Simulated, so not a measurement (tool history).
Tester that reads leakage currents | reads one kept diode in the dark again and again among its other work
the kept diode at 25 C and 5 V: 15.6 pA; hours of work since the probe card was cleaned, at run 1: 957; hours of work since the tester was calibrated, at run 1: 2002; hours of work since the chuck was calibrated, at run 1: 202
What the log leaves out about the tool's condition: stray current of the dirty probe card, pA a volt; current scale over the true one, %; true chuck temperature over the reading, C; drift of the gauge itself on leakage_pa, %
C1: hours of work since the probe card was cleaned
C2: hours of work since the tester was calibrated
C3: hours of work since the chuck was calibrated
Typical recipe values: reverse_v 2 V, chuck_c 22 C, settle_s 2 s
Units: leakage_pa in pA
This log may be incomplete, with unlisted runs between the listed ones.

run 1 day=0 | reverse_v=2 chuck_c=22 settle_s=2 | C1=957 C2=2002 C3=202 | leakage_pa=9.73
run 2 day=7.596 | reverse_v=2.76 chuck_c=22 settle_s=2 | C1=1089 C2=2134 C3=333 | leakage_pa=11.17
-- day=10.258 tester calibrated
run 3 day=14.621 | reverse_v=2 chuck_c=22 settle_s=2 | C1=1209 C2=75 C3=453 | leakage_pa=10.2
run 4 day=22.083 | reverse_v=2 chuck_c=22 settle_s=2 | C1=1338 C2=204 C3=582 | leakage_pa=10.3
-- day=29.108 chuck's temperature calibrated
run 5 day=29.871 | reverse_v=2 chuck_c=24 settle_s=2 | C1=1471 C2=338 C3=13 | leakage_pa=11.53
-- day=34.829 probe card cleaned and baked
run 6 day=36.7 | reverse_v=2 chuck_c=20 settle_s=2 | C1=32 C2=453 C3=129 | leakage_pa=8.18
run 7 day=45.058 | reverse_v=12.25 chuck_c=22 settle_s=2 | C1=177 C2=598 C3=273 | leakage_pa=18.31
run 8 day=50.242 | reverse_v=12.25 chuck_c=22 settle_s=2 | C1=266 C2=687 C3=363 | leakage_pa=18.77
run 9 day=55.721 | reverse_v=12.25 chuck_c=22 settle_s=2 | C1=361 C2=782 C3=458 | leakage_pa=19.18
run 10 day=61.292 | reverse_v=12.25 chuck_c=22 settle_s=2 | C1=457 C2=878 C3=554 | leakage_pa=19.64
run 11 day=66.233 | reverse_v=12.25 chuck_c=22 settle_s=2 | C1=543 C2=964 C3=639 | leakage_pa=20.07
-- day=70.05 chuck's temperature calibrated
run 12 day=72.712 | reverse_v=12.25 chuck_c=22 settle_s=2 | C1=653 C2=1075 C3=46 | leakage_pa=18.92
run 13 day=81.542 | reverse_v=12.25 chuck_c=22 settle_s=2 | C1=806 C2=1227 C3=199 | leakage_pa=19.69
run 14 day=86.5 | reverse_v=12.25 chuck_c=22 settle_s=2 | C1=892 C2=1313 C3=284 | leakage_pa=19.88
run 15 day=93.796 | reverse_v=4.07 chuck_c=22 settle_s=2 | C1=1018 C2=1439 C3=410 | leakage_pa=13.09
run 16 day=99.662 | reverse_v=4.07 chuck_c=22 settle_s=2 | C1=1119 C2=1540 C3=512 | leakage_pa=13.31
run 17 day=105.325 | reverse_v=2 chuck_c=22 settle_s=2 | C1=1217 C2=1638 C3=610 | leakage_pa=10.22
-- day=111.096 chuck's temperature calibrated
run 18 day=112.908 | reverse_v=2 chuck_c=57 settle_s=2 | C1=1347 C2=1768 C3=31 | leakage_pa=99.27
run 19 day=117.008 | reverse_v=2 chuck_c=24 settle_s=2 | C1=1418 C2=1839 C3=102 | leakage_pa=11.41
-- day=125.029 probe card cleaned and baked
run 20 day=125.312 | reverse_v=2 chuck_c=24 settle_s=2 | C1=5 C2=1980 C3=244 | leakage_pa=10.94
run 21 day=132.825 | reverse_v=8.54 chuck_c=28 settle_s=2 | C1=135 C2=2110 C3=373 | leakage_pa=24.24
-- day=136.692 tester calibrated
run 22 day=138.825 | reverse_v=3.62 chuck_c=22 settle_s=1.18 | C1=237 C2=37 C3=476 | leakage_pa=12.21
run 23 day=145.375 | reverse_v=1.84 chuck_c=45 settle_s=0.64 | C1=350 C2=150 C3=589 | leakage_pa=47.37
-- day=152.221 chuck's temperature calibrated
run 24 day=154.208 | reverse_v=2 chuck_c=25 settle_s=9.59 | C1=501 C2=301 C3=34 | leakage_pa=11.94
run 25 day=158.812 | reverse_v=2 chuck_c=25 settle_s=9.59 | C1=581 C2=381 C3=114 | leakage_pa=11.95
run 26 day=166.625 | reverse_v=5.03 chuck_c=39 settle_s=2.18 | C1=716 C2=516 C3=249 | leakage_pa=43.95
run 27 day=173.717 | reverse_v=2 chuck_c=20 settle_s=2 | C1=839 C2=639 C3=372 | leakage_pa=8.6
run 28 day=177.946 | reverse_v=2 chuck_c=50 settle_s=2 | C1=912 C2=712 C3=445 | leakage_pa=67.26
run 29 day=183.912 | reverse_v=2 chuck_c=34 settle_s=4.57 | C1=1015 C2=815 C3=548 | leakage_pa=23.7
run 30 day=192.392 | reverse_v=1.04 chuck_c=44 settle_s=0.85 | C1=1161 C2=961 C3=694 | leakage_pa=37.64
-- day=193.312 chuck's temperature calibrated
run 31 day=199.771 | reverse_v=14.95 chuck_c=56 settle_s=0.85 | C1=1288 C2=1087 C3=112 | leakage_pa=186.31
run 32 day=207.633 | reverse_v=2.03 chuck_c=25 settle_s=6.38 | C1=1424 C2=1223 C3=248 | leakage_pa=12.42
run 33 day=214.112 | reverse_v=2.03 chuck_c=25 settle_s=6.38 | C1=1535 C2=1335 C3=360 | leakage_pa=12.74
-- day=215.508 probe card cleaned and baked
run 34 day=221.512 | reverse_v=6.04 chuck_c=56 settle_s=1.6 | C1=104 C2=1461 C3=485 | leakage_pa=138.5
run 35 day=225.346 | reverse_v=2 chuck_c=23 settle_s=2 | C1=170 C2=1527 C3=552 | leakage_pa=10.44
run 36 day=232.438 | reverse_v=2 chuck_c=23 settle_s=2 | C1=293 C2=1650 C3=674 | leakage_pa=10.71
-- day=234.608 chuck's temperature calibrated
run 37 day=236.983 | reverse_v=4.8 chuck_c=22 settle_s=1.55 | C1=370 C2=1727 C3=41 | leakage_pa=12.86
run 38 day=242.588 | reverse_v=3.06 chuck_c=59 settle_s=1.55 | C1=467 C2=1824 C3=138 | leakage_pa=128.73
run 39 day=246.471 | reverse_v=13.54 chuck_c=32 settle_s=0.39 | C1=534 C2=1891 C3=205 | leakage_pa=40.37

Hidden condition of the tool, last listed run before each entry between runs versus first listed run after:
Logged between run 2 and run 3: tester calibrated (day 10.258)
  stray current of the dirty probe card, pA a volt: 0.225 -> 0.249; current scale over the true one, %: -1.38 -> 0.09; true chuck temperature over the reading, C: 0.38 -> 0.55
  measured value less the no-hidden-state value, leakage_pa: +0.71 -> +0.85 pA
Logged between run 4 and run 5: chuck's temperature calibrated (day 29.108)
  stray current of the dirty probe card, pA a volt: 0.276 -> 0.302; current scale over the true one, %: 0.01 -> -0.07; true chuck temperature over the reading, C: 0.71 -> 0.11
  measured value less the no-hidden-state value, leakage_pa: +1.02 -> +0.65 pA
Logged between run 5 and run 6: probe card cleaned and baked (day 34.829)
  stray current of the dirty probe card, pA a volt: 0.302 -> 0.036; current scale over the true one, %: -0.07 -> -0.15; true chuck temperature over the reading, C: 0.11 -> 0.27
  measured value less the no-hidden-state value, leakage_pa: +0.65 -> +0.19 pA
Logged between run 11 and run 12: chuck's temperature calibrated (day 70.05)
  stray current of the dirty probe card, pA a volt: 0.149 -> 0.17; current scale over the true one, %: -0.48 -> -0.55; true chuck temperature over the reading, C: 0.9 -> -0.01
  measured value less the no-hidden-state value, leakage_pa: +2.67 -> +1.72 pA
Logged between run 17 and run 18: chuck's temperature calibrated (day 111.096)
  stray current of the dirty probe card, pA a volt: 0.284 -> 0.313; current scale over the true one, %: -0.92 -> -1; true chuck temperature over the reading, C: 0.69 -> -0.01
  measured value less the no-hidden-state value, leakage_pa: +0.92 -> -0.48 pA
Logged between run 19 and run 20: probe card cleaned and baked (day 125.029)
  stray current of the dirty probe card, pA a volt: 0.329 -> 0.021; current scale over the true one, %: -1.04 -> -1.13; true chuck temperature over the reading, C: 0.08 -> 0.25
  measured value less the no-hidden-state value, leakage_pa: +0.56 -> +0.08 pA
Logged between run 21 and run 22: tester calibrated (day 136.692)
  stray current of the dirty probe card, pA a volt: 0.047 -> 0.069; current scale over the true one, %: -1.22 -> 0.07; true chuck temperature over the reading, C: 0.4 -> 0.52
  measured value less the no-hidden-state value, leakage_pa: +0.61 -> +0.63 pA
Logged between run 23 and run 24: chuck's temperature calibrated (day 152.221)
  stray current of the dirty probe card, pA a volt: 0.09 -> 0.122; current scale over the true one, %: 0 -> -0.1; true chuck temperature over the reading, C: 0.67 -> 0.06
  measured value less the no-hidden-state value, leakage_pa: +2.14 -> +0.25 pA
Logged between run 30 and run 31: chuck's temperature calibrated (day 193.312)
  stray current of the dirty probe card, pA a volt: 0.262 -> 0.291; current scale over the true one, %: -0.54 -> -0.62; true chuck temperature over the reading, C: 0.87 -> 0.21
  measured value less the no-hidden-state value, leakage_pa: +2.13 -> +5.19 pA
Logged between run 33 and run 34: probe card cleaned and baked (day 215.508)
  stray current of the dirty probe card, pA a volt: 0.344 -> 0.044; current scale over the true one, %: -0.77 -> -0.85; true chuck temperature over the reading, C: 0.5 -> 0.66
  measured value less the no-hidden-state value, leakage_pa: +1 -> +4.42 pA
Logged between run 36 and run 37: chuck's temperature calibrated (day 234.608)
  stray current of the dirty probe card, pA a volt: 0.085 -> 0.103; current scale over the true one, %: -0.97 -> -1.02; true chuck temperature over the reading, C: 0.9 -> 0.06
  measured value less the no-hidden-state value, leakage_pa: +0.72 -> +0.32 pA

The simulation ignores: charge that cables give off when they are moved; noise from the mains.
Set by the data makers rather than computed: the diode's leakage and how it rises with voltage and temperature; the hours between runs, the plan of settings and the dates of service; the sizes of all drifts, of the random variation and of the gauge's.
